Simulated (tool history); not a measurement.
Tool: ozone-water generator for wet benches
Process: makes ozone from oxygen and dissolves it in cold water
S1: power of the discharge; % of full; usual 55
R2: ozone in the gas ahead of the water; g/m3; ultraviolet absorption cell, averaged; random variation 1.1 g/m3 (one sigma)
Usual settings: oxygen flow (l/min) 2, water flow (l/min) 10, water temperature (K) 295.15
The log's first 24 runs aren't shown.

{"run": 25, "hour": 2136.4, "S1": 90, "oxygen flow (l/min)": 1.9, "water flow (l/min)": 8, "water temperature (K)": 292.15, "dissolved ozone (ppm)": 30.2, "R2": 266.2}
{"run": 26, "hour": 2215.2, "S1": 61, "oxygen flow (l/min)": 2, "water flow (l/min)": 16, "water temperature (K)": 295.15, "dissolved ozone (ppm)": 11.6, "R2": 201.6}
{"run": 27, "hour": 2329.8, "S1": 43, "oxygen flow (l/min)": 1.46, "water flow (l/min)": 10, "water temperature (K)": 289.15, "dissolved ozone (ppm)": 14.5, "R2": 178}
{"run": 28, "hour": 2410.6, "S1": 55, "oxygen flow (l/min)": 1.46, "water flow (l/min)": 10, "water temperature (K)": 301.15, "dissolved ozone (ppm)": 14.9, "R2": 210.8}
{"run": 29, "hour": 2531.7, "S1": 55, "oxygen flow (l/min)": 1.46, "water flow (l/min)": 10, "water temperature (K)": 301.15, "dissolved ozone (ppm)": 15, "R2": 210.9}
{"run": 30, "hour": 2634.2, "S1": 55, "oxygen flow (l/min)": 1.46, "water flow (l/min)": 10, "water temperature (K)": 301.15, "dissolved ozone (ppm)": 14.9, "R2": 210.1}
{"run": 31, "hour": 2713.1, "S1": 55, "oxygen flow (l/min)": 1.46, "water flow (l/min)": 10, "water temperature (K)": 301.15, "dissolved ozone (ppm)": 14.7, "R2": 212.6}
{"run": 32, "hour": 2832.1, "S1": 55, "oxygen flow (l/min)": 1.46, "water flow (l/min)": 10, "water temperature (K)": 301.15, "dissolved ozone (ppm)": 14.8, "R2": 211.1}

Forecast each of these 3 alternatives for the next run:
{"run": "A", "hour": 2951.8, "S1": 52, "oxygen flow (l/min)": 1.01, "water flow (l/min)": 10, "water temperature (K)": 301.15, "dissolved ozone (ppm)": "?", "R2": "?"}
{"run": "B", "hour": 2951.8, "S1": 55, "oxygen flow (l/min)": 2.77, "water flow (l/min)": 10, "water temperature (K)": 293.15, "dissolved ozone (ppm)": "?", "R2": "?"}
{"run": "C", "hour": 2951.8, "S1": 55, "oxygen flow (l/min)": 1.46, "water flow (l/min)": 8, "water temperature (K)": 294.15, "dissolved ozone (ppm)": "?", "R2": "?"}

run=A dissolved_ozone_(ppm)=12.8 R2=231.6
run=B dissolved_ozone_(ppm)=18.5 R2=165.4
run=C dissolved_ozone_(ppm)=19.7 R2=211.9
Without the tool's hidden state the same runs would have given:
run=A dissolved_ozone_(ppm)=13.5 R2=241
run=B dissolved_ozone_(ppm)=19.5 R2=172.4
run=C dissolved_ozone_(ppm)=20.7 R2=220.9
